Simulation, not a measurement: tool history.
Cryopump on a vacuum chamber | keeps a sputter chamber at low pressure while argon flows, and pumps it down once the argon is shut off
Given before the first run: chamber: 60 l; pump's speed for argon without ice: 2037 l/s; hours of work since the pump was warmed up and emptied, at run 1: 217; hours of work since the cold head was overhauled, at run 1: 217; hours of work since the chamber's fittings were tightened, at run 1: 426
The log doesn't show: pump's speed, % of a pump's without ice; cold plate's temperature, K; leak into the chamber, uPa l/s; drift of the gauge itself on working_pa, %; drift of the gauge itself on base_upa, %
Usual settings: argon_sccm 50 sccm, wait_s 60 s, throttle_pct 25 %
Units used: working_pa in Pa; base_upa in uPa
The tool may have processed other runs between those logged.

run   hour  argon_sccm  wait_s  throttle_pct  hours of work since the pump was warmed up and emptied  hours of work since the cold head was overhauled  hours of work since the chamber's fittings were tightened  working_pa  base_upa
  1    0.0          50      60            25                                                     217                                               217                                                        426      0.1715      1.45
  2   12.0          50      60            25                                                     226                                               226                                                        436      0.1712      1.48
  3   30.0          50      60            25                                                     240                                               240                                                        450      0.1713      1.48
  4   41.8          50      60            25                                                     250                                               250                                                        459      0.1726      1.46
  5   56.3          50      60            25                                                     261                                               261                                                        471      0.1740      1.43
  6   67.7          29      60            25                                                     270                                               270                                                        480      0.1017      1.48
  7   79.1          27      60            25                                                     279                                               279                                                        489      0.0936      1.48
  8   91.6          21     121            37                                                     289                                               289                                                        499      0.0501      0.88
  9  105.6          44      23            35                                                     300                                               300                                                        510      0.1100      3.43
 10  122.3          44      23            35                                                     313                                               313                                                        523      0.1108      3.39
 11  130.6          50      50            25                                                     320                                               320                                                        529      0.1747      1.73
 12  140.1          79     129            25                                                     328                                               328                                                        537      0.2757      0.79
 13  156.3          79     129            25                                                     340                                               340                                                        550      0.2765      0.89

What if the next run were any one of these 3? Each begins from the tool's condition after run 13:
  A  173.5          50      84            37                                                     354                                               354                                                        563           ?         ?
  B  173.5          79     129            27                                                     354                                               354                                                        563           ?         ?
  C  173.5          79      25            30                                                     354                                               354                                                        563           ?         ?

run  working_pa  base_upa
  A      0.1211      1.12
  B      0.2566      0.88
  C      0.2341      3.22
Without the tool's unlogged condition, the same runs would have read:
run  working_pa  base_upa
  A      0.1120      0.96
  B      0.2422      0.71
  C      0.2195      3.05
